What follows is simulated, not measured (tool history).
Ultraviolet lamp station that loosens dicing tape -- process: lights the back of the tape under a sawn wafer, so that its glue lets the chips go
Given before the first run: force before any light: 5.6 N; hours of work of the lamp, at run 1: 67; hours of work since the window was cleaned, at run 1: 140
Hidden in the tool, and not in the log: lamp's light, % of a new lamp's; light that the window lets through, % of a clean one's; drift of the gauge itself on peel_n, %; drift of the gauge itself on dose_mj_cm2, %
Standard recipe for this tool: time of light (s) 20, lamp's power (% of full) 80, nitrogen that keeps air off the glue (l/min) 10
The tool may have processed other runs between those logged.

run   hour  time of light (s)  lamp's power (% of full)  nitrogen that keeps air off the glue (l/min)  hours of work of the lamp  hours of work since the window was cleaned  force that peels the tape off (N)  light that reached the tape (mJ/cm²)
  1    0.0                 20                        80                                            10                         67                                         140                              0.541                                   324
  2   10.3                 20                        80                                            10                         73                                         146                              0.529                                   324
  3   24.3                 15                        80                                            10                         81                                         154                              0.856                                   243
  4   39.9                 20                        99                                            10                         90                                         163                              0.369                                   399
  5   54.6                 20                        99                                            18                         99                                         172                              0.284                                   404
  6   68.7                 20                        99                                            18                        107                                         180                              0.271                                   402
  7   77.0                 20                        80                                             3                        112                                         185                              1.228                                   321
  8   90.8                 20                        65                                            10                        121                                         193                              0.764                                   261
  9  106.3                 20                        65                                            16                        130                                         203                              0.547                                   264
 10  121.0                 20                        65                                            16                        138                                         211                              0.579                                   263
 11  133.9                 20                        65                                            16                        146                                         219                              0.586                                   266
 12  150.3                 20                        65                                            16                        156                                         229                              0.583                                   260
 13  161.9                 20                        80                                             4                        163                                         236                              1.061                                   322
 14  174.5                 20                        80                                             4                        170                                         243                              1.015                                   321
 15  186.9                 20                        80                                            10                        178                                         250                              0.554                                   325
 16  201.0                 20                        80                                            10                        186                                         259                              0.550                                   323
     211.5  -- window cleaned of glue's vapour
 17  215.8                 20                        80                                            10                        194                                           2                              0.525                                   325
 18  232.5                 20                        80                                            10                        204                                          12                              0.550                                   321
 19  243.3                 20                        80                                            10                        211                                          19                              0.563                                   325
 20  256.9                 20                        60                                            10                        219                                          27                              0.905                                   241
 21  267.3                 20                        60                                            10                        225                                          33                              0.875                                   243
 22  275.3                 20                        60                                            10                        230                                          38                              0.919                                   240
 23  292.1                 13                        94                                             3                        240                                          48                              1.754                                   248
 24  308.6                 33                        68                                            10                        249                                          58                              0.304                                   454
 25  319.0                 20                        80                                            17                        256                                          64                              0.394                                   326
 26  328.4                 20                        80                                            17                        261                                          69                              0.408                                   331
 27  336.5                 29                        88                                             3                        266                                          74                              0.565                                   517
 28  344.4                 29                        88                                             3                        271                                          79                              0.581                                   516
 29  354.8                 24                        88                                             5                        277                                          85                              0.559                                   427
 30  370.7                 12                        61                                             5                        286                                          94                              2.328                                   148
 31  378.6                 12                        61                                             5                        291                                          99                              2.339                                   149
 32  394.2                 11                        79                                             6                        300                                         108                              1.837                                   174
 33  401.8                 11                        79                                             6                        305                                         113                              1.857                                   176
 34  419.8                 20                        98                                            10                        315                                         123                              0.383                                   402
 35  434.7                 13                        80                                             6                        324                                         132                              1.455                                   207
 36  448.1                 16                        90                                            11                        332                                         140                              0.626                                   289
 37  459.9                 16                        90                                            11                        339                                         147                              0.593                                   290

What differs in the tool's unlogged condition from the final listed run ahead of each entry between runs to the first listed run following it?
From run 16 to run 17: window cleaned of glue's vapour (hour 211.5)
  light that the window lets through, % of a clean one's: 99.9 -> 100
